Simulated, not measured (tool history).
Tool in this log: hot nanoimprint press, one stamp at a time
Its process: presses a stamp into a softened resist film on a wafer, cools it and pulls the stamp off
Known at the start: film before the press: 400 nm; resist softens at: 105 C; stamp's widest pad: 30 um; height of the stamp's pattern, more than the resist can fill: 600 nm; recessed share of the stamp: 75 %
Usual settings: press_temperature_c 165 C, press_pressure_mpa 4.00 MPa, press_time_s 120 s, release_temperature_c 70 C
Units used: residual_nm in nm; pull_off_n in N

{"run": 1, "hour": 0.0, "press_temperature_c": 165, "press_pressure_mpa": 4.0, "press_time_s": 120, "release_temperature_c": 70, "residual_nm": 177.7, "pull_off_n": 182}
{"run": 2, "hour": 15.0, "press_temperature_c": 165, "press_pressure_mpa": 4.0, "press_time_s": 120, "release_temperature_c": 70, "residual_nm": 176.8, "pull_off_n": 180}
{"run": 3, "hour": 36.0, "press_temperature_c": 165, "press_pressure_mpa": 4.0, "press_time_s": 120, "release_temperature_c": 70, "residual_nm": 178.8, "pull_off_n": 179}
{"run": 4, "hour": 59.7, "press_temperature_c": 159, "press_pressure_mpa": 4.0, "press_time_s": 120, "release_temperature_c": 70, "residual_nm": 212.9, "pull_off_n": 174}
{"run": 5, "hour": 73.3, "press_temperature_c": 159, "press_pressure_mpa": 4.0, "press_time_s": 120, "release_temperature_c": 70, "residual_nm": 212.8, "pull_off_n": 182}
{"hour": 103.6, "done": "plate thermocouple calibrated"}
{"run": 6, "hour": 104.8, "press_temperature_c": 159, "press_pressure_mpa": 4.0, "press_time_s": 120, "release_temperature_c": 70, "residual_nm": 211.8, "pull_off_n": 177}
{"run": 7, "hour": 131.1, "press_temperature_c": 165, "press_pressure_mpa": 4.0, "press_time_s": 120, "release_temperature_c": 70, "residual_nm": 175.5, "pull_off_n": 180}
{"run": 8, "hour": 160.1, "press_temperature_c": 165, "press_pressure_mpa": 4.0, "press_time_s": 120, "release_temperature_c": 65, "residual_nm": 175.2, "pull_off_n": 202}
{"run": 9, "hour": 181.4, "press_temperature_c": 165, "press_pressure_mpa": 4.0, "press_time_s": 120, "release_temperature_c": 70, "residual_nm": 175.6, "pull_off_n": 177}
{"run": 10, "hour": 193.6, "press_temperature_c": 165, "press_pressure_mpa": 2.95, "press_time_s": 120, "release_temperature_c": 70, "residual_nm": 202.6, "pull_off_n": 176}
{"run": 11, "hour": 214.1, "press_temperature_c": 164, "press_pressure_mpa": 2.95, "press_time_s": 120, "release_temperature_c": 70, "residual_nm": 209.3, "pull_off_n": 175}
{"run": 12, "hour": 241.7, "press_temperature_c": 164, "press_pressure_mpa": 2.95, "press_time_s": 120, "release_temperature_c": 70, "residual_nm": 208.5, "pull_off_n": 188}
{"run": 13, "hour": 256.8, "press_temperature_c": 164, "press_pressure_mpa": 2.95, "press_time_s": 120, "release_temperature_c": 70, "residual_nm": 209.1, "pull_off_n": 179}
{"run": 14, "hour": 273.7, "press_temperature_c": 165, "press_pressure_mpa": 4.0, "press_time_s": 120, "release_temperature_c": 70, "residual_nm": 172.4, "pull_off_n": 182}
{"run": 15, "hour": 287.4, "press_temperature_c": 165, "press_pressure_mpa": 4.0, "press_time_s": 120, "release_temperature_c": 70, "residual_nm": 174.6, "pull_off_n": 178}
{"hour": 298.7, "done": "gauge calibrated"}
{"run": 16, "hour": 313.3, "press_temperature_c": 161, "press_pressure_mpa": 4.0, "press_time_s": 120, "release_temperature_c": 73, "residual_nm": 201.6, "pull_off_n": 166}
{"run": 17, "hour": 342.0, "press_temperature_c": 161, "press_pressure_mpa": 4.0, "press_time_s": 120, "release_temperature_c": 73, "residual_nm": 201.9, "pull_off_n": 165}
{"run": 18, "hour": 355.9, "press_temperature_c": 165, "press_pressure_mpa": 3.86, "press_time_s": 120, "release_temperature_c": 59, "residual_nm": 180.9, "pull_off_n": 230}
{"run": 19, "hour": 377.6, "press_temperature_c": 165, "press_pressure_mpa": 3.86, "press_time_s": 120, "release_temperature_c": 59, "residual_nm": 181.0, "pull_off_n": 227}
{"run": 20, "hour": 392.7, "press_temperature_c": 165, "press_pressure_mpa": 3.86, "press_time_s": 120, "release_temperature_c": 59, "residual_nm": 181.6, "pull_off_n": 228}
{"run": 21, "hour": 417.7, "press_temperature_c": 170, "press_pressure_mpa": 3.27, "press_time_s": 136, "release_temperature_c": 78, "residual_nm": 160.8, "pull_off_n": 146}
{"run": 22, "hour": 433.9, "press_temperature_c": 175, "press_pressure_mpa": 3.27, "press_time_s": 195, "release_temperature_c": 78, "residual_nm": 120.6, "pull_off_n": 152}
{"run": 23, "hour": 456.5, "press_temperature_c": 175, "press_pressure_mpa": 3.27, "press_time_s": 195, "release_temperature_c": 77, "residual_nm": 120.6, "pull_off_n": 148}
{"run": 24, "hour": 481.9, "press_temperature_c": 176, "press_pressure_mpa": 4.16, "press_time_s": 208, "release_temperature_c": 77, "residual_nm": 98.2, "pull_off_n": 147}
{"run": 25, "hour": 497.0, "press_temperature_c": 165, "press_pressure_mpa": 4.0, "press_time_s": 81, "release_temperature_c": 70, "residual_nm": 199.8, "pull_off_n": 177}
{"run": 26, "hour": 510.2, "press_temperature_c": 166, "press_pressure_mpa": 2.67, "press_time_s": 81, "release_temperature_c": 70, "residual_nm": 233.4, "pull_off_n": 179}
{"run": 27, "hour": 530.3, "press_temperature_c": 166, "press_pressure_mpa": 2.67, "press_time_s": 81, "release_temperature_c": 70, "residual_nm": 234.7, "pull_off_n": 179}
{"run": 28, "hour": 549.7, "press_temperature_c": 166, "press_pressure_mpa": 4.34, "press_time_s": 81, "release_temperature_c": 66, "residual_nm": 185.1, "pull_off_n": 195}
{"run": 29, "hour": 563.8, "press_temperature_c": 166, "press_pressure_mpa": 4.34, "press_time_s": 81, "release_temperature_c": 66, "residual_nm": 185.2, "pull_off_n": 205}

Here are 5 independent what-if runs from the current tool condition. What would each one return?
{"run": "A", "hour": 578.2, "press_temperature_c": 166, "press_pressure_mpa": 4.34, "press_time_s": 81, "release_temperature_c": 59, "residual_nm": "?", "pull_off_n": "?"}
{"run": "B", "hour": 578.2, "press_temperature_c": 166, "press_pressure_mpa": 4.34, "press_time_s": 95, "release_temperature_c": 66, "residual_nm": "?", "pull_off_n": "?"}
{"run": "C", "hour": 578.2, "press_temperature_c": 165, "press_pressure_mpa": 2.79, "press_time_s": 120, "release_temperature_c": 70, "residual_nm": "?", "pull_off_n": "?"}
{"run": "D", "hour": 578.2, "press_temperature_c": 166, "press_pressure_mpa": 3.2, "press_time_s": 134, "release_temperature_c": 70, "residual_nm": "?", "pull_off_n": "?"}
{"run": "E", "hour": 578.2, "press_temperature_c": 166, "press_pressure_mpa": 4.34, "press_time_s": 74, "release_temperature_c": 62, "residual_nm": "?", "pull_off_n": "?"}

run=A residual_nm=185.0 pull_off_n=223
run=B residual_nm=174.9 pull_off_n=198
run=C residual_nm=207.2 pull_off_n=189
run=D residual_nm=180.5 pull_off_n=173
run=E residual_nm=188.9 pull_off_n=212
What these runs would have given with no unlogged condition in the tool:
run=A residual_nm=189.9 pull_off_n=219
run=B residual_nm=179.5 pull_off_n=195
run=C residual_nm=212.7 pull_off_n=187
run=D residual_nm=185.3 pull_off_n=170
run=E residual_nm=193.9 pull_off_n=209
